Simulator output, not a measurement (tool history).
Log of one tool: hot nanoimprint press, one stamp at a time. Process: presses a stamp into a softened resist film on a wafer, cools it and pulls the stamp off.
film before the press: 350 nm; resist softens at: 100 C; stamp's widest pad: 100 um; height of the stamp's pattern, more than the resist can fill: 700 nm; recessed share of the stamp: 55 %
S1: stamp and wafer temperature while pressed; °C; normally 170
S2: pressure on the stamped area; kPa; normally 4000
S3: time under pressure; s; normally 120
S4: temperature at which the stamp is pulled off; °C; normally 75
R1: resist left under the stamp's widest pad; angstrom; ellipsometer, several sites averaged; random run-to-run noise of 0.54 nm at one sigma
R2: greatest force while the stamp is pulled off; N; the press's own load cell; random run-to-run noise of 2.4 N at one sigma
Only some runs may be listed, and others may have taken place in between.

run 1 hour=0.0 | S1=170 S2=4000 S3=120 S4=75 | R1=1483 R2=110
run 2 hour=43.4 | S1=170 S2=4000 S3=120 S4=75 | R1=1482 R2=106
run 3 hour=79.9 | S1=170 S2=4000 S3=104 S4=75 | R1=1553 R2=113
-- hour=93.1 stamp cleaned and given a new release coat
run 4 hour=127.0 | S1=170 S2=4000 S3=160 S4=75 | R1=1325 R2=107
run 5 hour=165.2 | S1=170 S2=4000 S3=120 S4=61 | R1=1477 R2=146
run 6 hour=204.0 | S1=170 S2=4000 S3=120 S4=61 | R1=1475 R2=156
run 7 hour=252.4 | S1=170 S2=4000 S3=120 S4=75 | R1=1486 R2=107
run 8 hour=305.1 | S1=170 S2=4000 S3=120 S4=75 | R1=1476 R2=108
run 9 hour=357.5 | S1=170 S2=4000 S3=176 S4=75 | R1=1281 R2=106
run 10 hour=389.3 | S1=170 S2=4000 S3=176 S4=75 | R1=1269 R2=109
run 11 hour=414.9 | S1=170 S2=4000 S3=176 S4=75 | R1=1291 R2=109
run 12 hour=461.1 | S1=170 S2=4000 S3=176 S4=75 | R1=1284 R2=111
run 13 hour=504.4 | S1=170 S2=4000 S3=176 S4=75 | R1=1282 R2=105
run 14 hour=533.6 | S1=170 S2=4000 S3=176 S4=75 | R1=1276 R2=114
run 15 hour=575.0 | S1=170 S2=4000 S3=73 S4=82 | R1=1779 R2=86
run 16 hour=607.0 | S1=170 S2=4000 S3=138 S4=75 | R1=1409 R2=108
run 17 hour=639.4 | S1=167 S2=4000 S3=115 S4=75 | R1=1785 R2=110
-- hour=688.1 stamp cleaned and given a new release coat
run 18 hour=689.0 | S1=170 S2=4470 S3=84 S4=75 | R1=1624 R2=106
-- hour=705.7 plate thermocouple calibrated
run 19 hour=722.4 | S1=170 S2=4470 S3=84 S4=75 | R1=1615 R2=110
run 20 hour=772.6 | S1=170 S2=4470 S3=84 S4=75 | R1=1609 R2=111
run 21 hour=823.2 | S1=180 S2=4100 S3=120 S4=75 | R1=879 R2=109
run 22 hour=871.5 | S1=180 S2=5020 S3=92 S4=80 | R1=881 R2=91
run 23 hour=898.8 | S1=180 S2=5020 S3=138 S4=61 | R1=740 R2=149
run 24 hour=930.0 | S1=177 S2=4620 S3=161 S4=60 | R1=852 R2=148
run 25 hour=955.5 | S1=177 S2=4620 S3=161 S4=60 | R1=852 R2=153
run 26 hour=983.6 | S1=171 S2=2810 S3=201 S4=60 | R1=1380 R2=152
run 27 hour=1013.7 | S1=171 S2=2810 S3=201 S4=60 | R1=1378 R2=154
run 28 hour=1058.2 | S1=171 S2=3400 S3=82 S4=60 | R1=1783 R2=155

Consider 3 possible next runs. They are alternatives, not a sequence: every one starts from the tool as it was left by run 28. What does each give?
run A hour=1086.7 | S1=175 S2=5620 S3=182 S4=75 | R1=? R2=?
run B hour=1086.7 | S1=170 S2=3680 S3=200 S4=63 | R1=? R2=?
run C hour=1086.7 | S1=168 S2=4000 S3=120 S4=75 | R1=? R2=?

run=A R1=813 R2=113
run=B R1=1282 R2=148
run=C R1=1657 R2=110
Without the tool's unlogged condition, the same runs would have read:
run=A R1=800 R2=111
run=B R1=1263 R2=147
run=C R1=1632 R2=109

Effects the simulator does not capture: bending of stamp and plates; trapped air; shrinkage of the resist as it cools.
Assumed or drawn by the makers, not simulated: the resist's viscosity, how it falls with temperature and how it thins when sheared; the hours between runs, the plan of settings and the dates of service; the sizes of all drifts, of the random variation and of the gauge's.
